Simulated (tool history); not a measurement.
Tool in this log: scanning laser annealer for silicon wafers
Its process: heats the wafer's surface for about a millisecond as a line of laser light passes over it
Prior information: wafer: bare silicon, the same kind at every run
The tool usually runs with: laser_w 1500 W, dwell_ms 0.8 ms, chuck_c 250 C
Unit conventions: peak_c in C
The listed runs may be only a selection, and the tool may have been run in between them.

run   hour  laser_w  dwell_ms  chuck_c  peak_c
  1      0     1500       0.8      250    1032
  2   26.2     1500       0.8      250    1025
  3   51.4     1500       0.8      250    1029
  4   76.5     1500     0.746      250     999
      86.7  -- window over the wafer cleaned
  5   98.7     1500     0.746      250    1037
  6  124.7     1500       0.8      229    1045
  7  149.5     1500       0.8      229    1042
  8  174.5     1500     0.628      229     948
  9    200     1500     0.628      229     950
 10  222.6     1500     0.628      229     946
 11  242.5     1643     0.628      229    1020
 12  257.6     1643     0.628      229    1018
 13  269.9     1540       0.8      250    1081
 14  295.1     1500       0.8      254    1061
 15  316.9     1550     0.996      261    1192
 16  330.5     1302     0.952      250    1002
 17  360.6     1482       0.8      247    1041
 18  381.5     1500     0.944      228    1100
 19  400.1     1646     0.944      217    1182
 20  419.7     1605     0.721      250    1071
 21  433.5     1605     0.624      250    1011
 22  452.7     1605     0.624      250    1010
 23    473     1577     0.624      262    1010
 24  489.2     1358       0.8      250     967

Alternative continuations, all from the tool just after run 24; predict every row:
  A  512.2     1498     0.673      243       ?
  B  512.2     1431     0.809      210       ?
  C  512.2     1500       0.8      248       ?
  D  512.2     1500     0.869      223       ?
  E  512.2     1528       0.8      250       ?

run  peak_c
  A     980
  B     977
  C    1044
  D    1059
  E    1070
With the hidden condition removed and each run's random variation left untouched, the same runs would have given:
run  peak_c
  A     998
  B     997
  C    1065
  D    1080
  E    1091

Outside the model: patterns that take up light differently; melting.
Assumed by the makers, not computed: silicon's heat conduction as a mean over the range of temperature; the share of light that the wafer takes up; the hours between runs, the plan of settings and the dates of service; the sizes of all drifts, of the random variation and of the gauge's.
